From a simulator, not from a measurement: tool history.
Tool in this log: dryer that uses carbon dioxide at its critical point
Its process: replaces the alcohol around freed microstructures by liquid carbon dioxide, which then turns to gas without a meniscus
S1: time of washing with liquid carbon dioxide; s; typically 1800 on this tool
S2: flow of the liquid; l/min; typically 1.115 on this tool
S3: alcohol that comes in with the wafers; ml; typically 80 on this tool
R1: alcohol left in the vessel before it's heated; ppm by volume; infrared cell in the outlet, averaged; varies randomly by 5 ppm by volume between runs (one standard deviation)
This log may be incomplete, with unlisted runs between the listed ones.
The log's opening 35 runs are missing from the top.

{"run": 36, "day": 18.117, "S1": 2460, "S2": 1.75, "S3": 79, "R1": 105}
{"run": 37, "day": 18.475, "S1": 1380, "S2": 1.115, "S3": 80, "R1": 231}
{"run": 38, "day": 19.154, "S1": 1860, "S2": 1.33, "S3": 21, "R1": 117}
{"run": 39, "day": 19.712, "S1": 1860, "S2": 0.69, "S3": 36, "R1": 265}
{"run": 40, "day": 20.117, "S1": 1800, "S2": 1.115, "S3": 28, "R1": 129}
{"day": 20.271, "done": "inlet filter changed"}
{"run": 41, "day": 20.879, "S1": 1800, "S2": 0.72, "S3": 34, "R1": 164}
{"run": 42, "day": 21.429, "S1": 2160, "S2": 1.19, "S3": 21, "R1": 113}
{"run": 43, "day": 21.883, "S1": 1800, "S2": 0.91, "S3": 80, "R1": 160}
{"run": 44, "day": 22.592, "S1": 2340, "S2": 1.09, "S3": 80, "R1": 126}
{"run": 45, "day": 23.217, "S1": 2340, "S2": 1.09, "S3": 80, "R1": 114}
{"run": 46, "day": 23.971, "S1": 1800, "S2": 0.85, "S3": 96, "R1": 209}

Consider 4 possible next runs. They are alternatives, not a sequence: every one starts from the tool as it was left by run 46. What does each give?
{"run": "A", "day": 24.7, "S1": 1800, "S2": 1.27, "S3": 96, "R1": "?"}
{"run": "B", "day": 24.7, "S1": 1620, "S2": 1.18, "S3": 80, "R1": "?"}
{"run": "C", "day": 24.7, "S1": 1380, "S2": 1.13, "S3": 84, "R1": "?"}
{"run": "D", "day": 24.7, "S1": 1920, "S2": 1.07, "S3": 76, "R1": "?"}

run=A R1=133
run=B R1=143
run=C R1=194
run=D R1=142
Stripped of hidden state, with their random variation kept, the same runs would have yielded:
run=A R1=8
run=B R1=19
run=C R1=57
run=D R1=16
